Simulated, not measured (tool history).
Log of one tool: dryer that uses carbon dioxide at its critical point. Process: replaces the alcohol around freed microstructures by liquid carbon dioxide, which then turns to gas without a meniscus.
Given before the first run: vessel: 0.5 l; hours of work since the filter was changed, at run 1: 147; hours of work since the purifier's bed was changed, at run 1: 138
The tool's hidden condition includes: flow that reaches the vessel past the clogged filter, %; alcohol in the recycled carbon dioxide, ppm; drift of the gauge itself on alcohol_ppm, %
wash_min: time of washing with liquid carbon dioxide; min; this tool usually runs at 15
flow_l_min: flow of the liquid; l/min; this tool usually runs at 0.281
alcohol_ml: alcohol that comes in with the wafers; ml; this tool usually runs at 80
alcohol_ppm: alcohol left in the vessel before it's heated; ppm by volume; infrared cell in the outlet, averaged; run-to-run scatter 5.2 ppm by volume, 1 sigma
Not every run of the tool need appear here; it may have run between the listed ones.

| run | hour | wash_min | flow_l_min | alcohol_ml | hours of work since the filter was changed | hours of work since the purifier's bed was changed | alcohol_ppm |
|---|---|---|---|---|---|---|---|
| 1 | 0 | 15 | 0.281 | 80 | 147 | 138 | 139 |
| 2 | 5.4 | 15 | 0.281 | 80 | 149 | 141 | 144 |
| 3 | 13.2 | 12 | 0.281 | 80 | 154 | 145 | 514 |
| 4 | 23.4 | 12 | 0.281 | 80 | 159 | 151 | 516 |
| 5 | 31.7 | 12 | 0.281 | 80 | 164 | 155 | 534 |
| 6 | 40.5 | 12 | 0.281 | 80 | 169 | 160 | 527 |
| 7 | 46.5 | 12 | 0.281 | 80 | 172 | 163 | 540 |
| 8 | 54.6 | 12 | 0.281 | 80 | 176 | 168 | 531 |
| 9 | 64.5 | 12 | 0.281 | 80 | 182 | 173 | 559 |
| 10 | 73.3 | 12 | 0.281 | 80 | 187 | 178 | 559 |
| 11 | 80.9 | 15 | 0.201 | 80 | 191 | 182 | 1114 |
| 12 | 92.4 | 15 | 0.201 | 80 | 197 | 188 | 1110 |
| 13 | 104 | 15 | 0.201 | 80 | 203 | 195 | 1121 |
| 14 | 114 | 15 | 0.201 | 80 | 209 | 200 | 1129 |
| 15 | 121.8 | 15 | 0.281 | 80 | 213 | 204 | 174 |
| 16 | 127.8 | 15 | 0.281 | 80 | 216 | 208 | 165 |
| 17 | 134.4 | 15 | 0.281 | 34 | 220 | 211 | 95 |
| 18 | 141.5 | 15 | 0.281 | 34 | 224 | 215 | 98 |
| 19 | 147.3 | 15 | 0.281 | 80 | 227 | 218 | 165 |
| 20 | 157.9 | 15 | 0.28 | 80 | 233 | 224 | 174 |
| 21 | 165 | 15 | 0.28 | 80 | 237 | 228 | 174 |
| 22 | 171.9 | 15 | 0.28 | 80 | 241 | 232 | 181 |
| 23 | 179.8 | 15 | 0.213 | 34 | 245 | 236 | 382 |
| 24 | 190.7 | 15 | 0.213 | 34 | 251 | 242 | 389 |
| 25 | 199.8 | 15 | 0.281 | 54 | 256 | 247 | 131 |
| 26 | 209.1 | 12 | 0.196 | 54 | 261 | 252 | 2370 |
| 27 | 217.8 | 12 | 0.33 | 76 | 266 | 257 | 241 |
| 28 | 226.1 | 12 | 0.33 | 76 | 270 | 262 | 238 |
| 29 | 234.5 | 12 | 0.33 | 76 | 275 | 266 | 245 |
| 30 | 242.1 | 16 | 0.172 | 80 | 279 | 270 | 1961 |
| 31 | 250.9 | 16 | 0.172 | 80 | 284 | 275 | 1926 |
| 32 | 260.3 | 18 | 0.437 | 48 | 289 | 280 | 43 |
| 33 | 268.7 | 18 | 0.437 | 48 | 294 | 285 | 39 |
| 34 | 277.6 | 18 | 0.437 | 48 | 298 | 290 | 39 |
| 35 | 286.3 | 20 | 0.351 | 80 | 303 | 295 | 47 |
| 36 | 291.1 | 20 | 0.351 | 80 | 306 | 297 | 50 |
| 37 | 301.8 | 20 | 0.351 | 80 | 312 | 303 | 55 |
| 38 | 309.6 | 20 | 0.351 | 80 | 316 | 307 | 52 |
| 39 | 321.2 | 20 | 0.351 | 80 | 322 | 314 | 53 |
| 40 | 331.1 | 13 | 0.419 | 34 | 328 | 319 | 68 |
| 41 | 342.7 | 19 | 0.299 | 24 | 334 | 325 | 52 |
| 42 | 352.3 | 19 | 0.299 | 24 | 339 | 331 | 60 |
| 43 | 359.4 | 19 | 0.299 | 24 | 343 | 335 | 65 |

Forecast each of these 3 alternatives for the next run:
| A | 364.6 | 16 | 0.299 | 24 | 346 | 337 | ? |
| B | 364.6 | 22 | 0.23 | 64 | 346 | 337 | ? |
| C | 364.6 | 13 | 0.226 | 30 | 346 | 337 | ? |

| run | alcohol_ppm |
|---|---|
| A | 63 |
| B | 86 |
| C | 606 |
Take away the tool's hidden state, keep each run's random variation, and the runs would have read:
| run | alcohol_ppm |
|---|---|
| A | 5 |
| B | 17 |
| C | 347 |
